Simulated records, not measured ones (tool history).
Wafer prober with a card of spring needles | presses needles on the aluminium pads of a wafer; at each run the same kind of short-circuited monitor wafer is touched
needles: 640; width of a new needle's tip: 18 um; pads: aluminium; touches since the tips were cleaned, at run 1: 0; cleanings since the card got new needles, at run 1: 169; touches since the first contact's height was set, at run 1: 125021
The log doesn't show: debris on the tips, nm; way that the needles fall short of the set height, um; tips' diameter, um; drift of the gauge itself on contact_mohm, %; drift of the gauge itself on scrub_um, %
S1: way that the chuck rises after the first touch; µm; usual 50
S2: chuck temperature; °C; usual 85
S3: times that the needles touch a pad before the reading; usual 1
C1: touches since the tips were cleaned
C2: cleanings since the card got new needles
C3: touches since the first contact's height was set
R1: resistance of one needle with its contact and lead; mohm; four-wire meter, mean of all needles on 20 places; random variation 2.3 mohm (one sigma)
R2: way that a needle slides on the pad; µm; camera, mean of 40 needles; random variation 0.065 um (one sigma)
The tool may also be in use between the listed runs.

run   hour  S1  S2  S3    C1   C2      C3   R1     R2
  1    0.0  50  85   1     0  169  125021  262  12.42
       8.2  -- tips cleaned on abrasive film
      16.5  -- tips cleaned on abrasive film
      23.1  -- tips cleaned on abrasive film
      29.9  -- height of the first contact set anew
      31.7  -- tips cleaned on abrasive film
      38.3  -- tips cleaned on abrasive film
      46.5  -- tips cleaned on abrasive film
      53.1  -- tips cleaned on abrasive film
      61.4  -- tips cleaned on abrasive film
      68.0  -- tips cleaned on abrasive film
      76.3  -- tips cleaned on abrasive film
      84.3  -- tips cleaned on abrasive film
  2   84.3  50  85   1     0  180   34299  266  12.52
      92.5  -- tips cleaned on abrasive film
     100.8  -- tips cleaned on abrasive film
     109.0  -- tips cleaned on abrasive film
     115.6  -- tips cleaned on abrasive film
     123.9  -- tips cleaned on abrasive film
     130.5  -- tips cleaned on abrasive film
     138.7  -- tips cleaned on abrasive film
     147.0  -- tips cleaned on abrasive film
     153.6  -- tips cleaned on abrasive film
     161.9  -- tips cleaned on abrasive film
     168.5  -- tips cleaned on abrasive film
     176.7  -- tips cleaned on abrasive film
     185.0  -- tips cleaned on abrasive film
  3  187.3  50  85   1  1520  193   99509  263  12.31
     192.3  -- tips cleaned on abrasive film
     199.0  -- tips cleaned on abrasive film
     207.2  -- tips cleaned on abrasive film
     215.4  -- tips cleaned on abrasive film
     222.1  -- tips cleaned on abrasive film
     230.3  -- tips cleaned on abrasive film
     236.9  -- tips cleaned on abrasive film
     245.2  -- tips cleaned on abrasive film
     251.8  -- tips cleaned on abrasive film
     258.6  -- height of the first contact set anew
     260.3  -- tips cleaned on abrasive film
     268.6  -- tips cleaned on abrasive film
     276.8  -- tips cleaned on abrasive film
  4  278.8  50  85   1  1284  205   12770  263  12.49
     283.8  -- tips cleaned on abrasive film
     292.1  -- tips cleaned on abrasive film
     300.3  -- tips cleaned on abrasive film
     307.0  -- tips cleaned on abrasive film
     315.2  -- tips cleaned on abrasive film
     323.4  -- tips cleaned on abrasive film
     331.7  -- tips cleaned on abrasive film
     339.9  -- tips cleaned on abrasive film
     346.6  -- tips cleaned on abrasive film
     354.8  -- tips cleaned on abrasive film
     361.4  -- tips cleaned on abrasive film
     368.0  -- tips cleaned on abrasive film
     376.3  -- tips cleaned on abrasive film
     383.6  -- tips cleaned on abrasive film
  5  383.6  50  85   1     0  219   78991  262  12.42
     391.9  -- tips cleaned on abrasive film
     398.5  -- tips cleaned on abrasive film
     406.7  -- tips cleaned on abrasive film
     415.0  -- tips cleaned on abrasive film
     423.2  -- tips cleaned on abrasive film
     429.8  -- tips cleaned on abrasive film
     438.1  -- tips cleaned on abrasive film
     446.3  -- tips cleaned on abrasive film
     454.6  -- tips cleaned on abrasive film
     462.8  -- tips cleaned on abrasive film
     469.4  -- tips cleaned on abrasive film
     477.7  -- tips cleaned on abrasive film
     485.4  -- tips cleaned on abrasive film
  6  485.4  50  85   1     0  232  143384  266  12.37
     487.3  -- height of the first contact set anew
     494.0  -- tips cleaned on abrasive film
     502.2  -- tips cleaned on abrasive film
     510.5  -- tips cleaned on abrasive film
     518.7  -- tips cleaned on abrasive film
     525.3  -- tips cleaned on abrasive film
     533.6  -- tips cleaned on abrasive film
  7  538.7  50  85   1  3276  238   32510  269  12.26
     540.4  -- tips cleaned on abrasive film
     548.7  -- tips cleaned on abrasive film
     556.9  -- tips cleaned on abrasive film
     565.2  -- tips cleaned on abrasive film
     573.4  -- tips cleaned on abrasive film
     581.7  -- tips cleaned on abrasive film
     588.3  -- tips cleaned on abrasive film
  8  592.4  52  85   1  2635  245   66470  267  12.75
     595.7  -- tips cleaned on abrasive film
     602.4  -- tips cleaned on abrasive film
     610.6  -- tips cleaned on abrasive film
     618.9  -- tips cleaned on abrasive film
     625.5  -- tips cleaned on abrasive film
     633.7  -- tips cleaned on abrasive film
     642.0  -- tips cleaned on abrasive film
     650.2  -- tips cleaned on abrasive film
     656.8  -- tips cleaned on abrasive film
     665.1  -- tips cleaned on abrasive film
     673.3  -- tips cleaned on abrasive film
     681.6  -- tips cleaned on abrasive film
     689.8  -- tips cleaned on abrasive film
     696.9  -- tips cleaned on abrasive film
  9  696.9  34  69   1     0  259  132546  269   8.44
     703.5  -- tips cleaned on abrasive film
     711.8  -- tips cleaned on abrasive film
     715.3  -- height of the first contact set anew
     718.7  -- tips cleaned on abrasive film
     727.0  -- tips cleaned on abrasive film
     735.2  -- tips cleaned on abrasive film
     743.4  -- tips cleaned on abrasive film
     750.1  -- tips cleaned on abrasive film
     758.3  -- tips cleaned on abrasive film
     766.6  -- tips cleaned on abrasive film
     773.2  -- tips cleaned on abrasive film
     781.2  -- tips cleaned on abrasive film
 10  781.2  34  96   2     0  270   41602  271   8.40

Run 11 comes next. What will it give?
     789.4  -- tips cleaned on abrasive film
     797.7  -- tips cleaned on abrasive film
     804.3  -- tips cleaned on abrasive film
     812.5  -- tips cleaned on abrasive film
     820.8  -- tips cleaned on abrasive film
     829.0  -- tips cleaned on abrasive film
     837.3  -- tips cleaned on abrasive film
 11  843.1  34  85   2  3749  277  80850   ?   ?

Run 11 gave R1 276 mohm, R2 8.38 µm.
Without the tool's hidden state the same run would have given R1 275 mohm, R2 8.47 µm.
